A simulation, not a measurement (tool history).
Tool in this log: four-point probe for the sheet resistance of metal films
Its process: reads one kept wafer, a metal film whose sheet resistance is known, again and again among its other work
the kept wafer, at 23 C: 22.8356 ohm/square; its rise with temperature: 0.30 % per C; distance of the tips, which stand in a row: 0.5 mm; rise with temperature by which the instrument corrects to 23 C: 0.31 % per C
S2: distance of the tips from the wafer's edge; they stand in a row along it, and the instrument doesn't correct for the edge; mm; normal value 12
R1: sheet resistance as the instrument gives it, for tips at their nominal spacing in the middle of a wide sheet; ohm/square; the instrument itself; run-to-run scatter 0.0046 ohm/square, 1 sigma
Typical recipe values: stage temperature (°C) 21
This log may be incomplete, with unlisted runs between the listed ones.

Run 1, hour 0: usual settings. Result: R1 22.861701 ohm/square.
Run 2, hour 22.5: usual settings. Result: R1 22.863286 ohm/square.
Run 3, hour 47.1: usual settings. Result: R1 22.870454 ohm/square.
Run 4, hour 66.9: usual settings. Result: R1 22.861717 ohm/square.
Run 5, hour 95.7: usual settings. Result: R1 22.861639 ohm/square.
Run 6, hour 135.3: usual settings. Result: R1 22.866855 ohm/square.
Run 7, hour 175.5: usual settings. Result: R1 22.866485 ohm/square.
Run 8, hour 200.9: usual settings. Result: R1 22.867532 ohm/square.
Run 9, hour 242.1: usual settings. Result: R1 22.858248 ohm/square.
Run 10, hour 267.1: usual settings. Result: R1 22.859532 ohm/square.
Run 11, hour 298: usual settings. Result: R1 22.864265 ohm/square.
Run 12, hour 322.8: usual settings. Result: R1 22.863288 ohm/square.
Run 13, hour 353.1: usual settings. Result: R1 22.856957 ohm/square.
Run 14, hour 396.2: usual settings. Result: R1 22.861266 ohm/square.
Run 15, hour 436: usual settings but stage temperature (°C) 35, S2 5 mm. Result: R1 22.94484 ohm/square.
Run 16, hour 474.3: usual settings but stage temperature (°C) 26, S2 32 mm. Result: R1 22.838923 ohm/square.
Run 17, hour 507.1: usual settings but stage temperature (°C) 26, S2 32 mm. Result: R1 22.836341 ohm/square.
Run 18, hour 536.2: usual settings but stage temperature (°C) 26, S2 32 mm. Result: R1 22.835387 ohm/square.
Run 19, hour 563.6: usual settings but stage temperature (°C) 26, S2 62 mm. Result: R1 22.837381 ohm/square.
Run 20, hour 581.3: usual settings but stage temperature (°C) 27, S2 10 mm. Result: R1 22.854379 ohm/square.
Run 21, hour 614.8: usual settings but stage temperature (°C) 19, S2 10 mm. Result: R1 22.877577 ohm/square.
Run 22, hour 649.5: usual settings but stage temperature (°C) 28, S2 47 mm. Result: R1 22.833947 ohm/square.
Run 23, hour 681.5: usual settings but stage temperature (°C) 28, S2 47 mm. Result: R1 22.835234 ohm/square.
Run 24, hour 720.1: usual settings but stage temperature (°C) 25, S2 5 mm. Result: R1 22.958246 ohm/square.
Run 25, hour 762.9: usual settings but S2 57 mm. Result: R1 22.846409 ohm/square.
Run 26, hour 797.8: usual settings but S2 57 mm. Result: R1 22.836973 ohm/square.
Run 27, hour 831.7: usual settings but stage temperature (°C) 19, S2 57 mm. Result: R1 22.843427 ohm/square.

5 options for the next run, each taken on its own from the tool as it stands now. Forecast them:
Run A, hour 854.2: usual settings but stage temperature (°C) 22, S2 4 mm. Result: R1 ?.
Run B, hour 854.2: usual settings but stage temperature (°C) 22, S2 8 mm. Result: R1 ?.
Run C, hour 854.2: usual settings but stage temperature (°C) 19, S2 16 mm. Result: R1 ?.
Run D, hour 854.2: usual settings but S2 11 mm. Result: R1 ?.
Run E, hour 854.2: usual settings but stage temperature (°C) 30. Result: R1 ?.

run         R1
  A  23.032174
  B   22.89152
  C  22.857283
  D     22.864
  E  22.835249
The same runs, with their run-to-run variation unchanged, on a tool lacking any hidden condition would have given:
run         R1
  A  23.031472
  B  22.890822
  C  22.856585
  D  22.863303
  E   22.83456
